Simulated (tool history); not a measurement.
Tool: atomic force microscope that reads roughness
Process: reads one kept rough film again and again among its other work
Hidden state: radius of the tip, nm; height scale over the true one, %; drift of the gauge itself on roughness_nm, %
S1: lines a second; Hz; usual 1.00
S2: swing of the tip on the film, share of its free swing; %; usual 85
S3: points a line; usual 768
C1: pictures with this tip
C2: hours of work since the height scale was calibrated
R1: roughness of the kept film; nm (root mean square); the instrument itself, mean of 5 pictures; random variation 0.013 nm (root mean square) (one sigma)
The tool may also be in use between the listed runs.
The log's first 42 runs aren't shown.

run   hour    S1  S2   S3   C1   C2     R1
 43  437.3  1.87  63  337  300  248  2.896
 44  445.9  2.38  73  707  310  252  2.659
 45  458.3  1.00  71  768  324  257  2.941
 46  464.3  1.00  63  768  331  260  3.025
 47  475.0  3.26  76  354  343  265  2.426
 48  487.9  0.88  68  541  358  271  2.943
 49  500.5  2.34  88  491  372  277  2.244
 50  514.9  1.25  75  324  388  284  2.773
     519.1  -- new tip fitted
 51  526.8  2.72  85  768    8  289  2.536
 52  538.4  2.72  74  768   22  294  2.884

Forecast each of these 5 alternatives for the next run:
  A  552.8  2.53  85  434  38  301   ?
  B  552.8  0.81  85  758  38  301   ?
  C  552.8  1.11  74  523  38  301   ?
  D  552.8  1.43  74  768  38  301   ?
  E  552.8  1.00  75  768  38  301   ?

run     R1
  A  2.595
  B  3.117
  C  3.169
  D  3.121
  E  3.211
Without the tool's hidden state the same runs would have given:
run     R1
  A  2.630
  B  3.160
  C  3.212
  D  3.164
  E  3.254
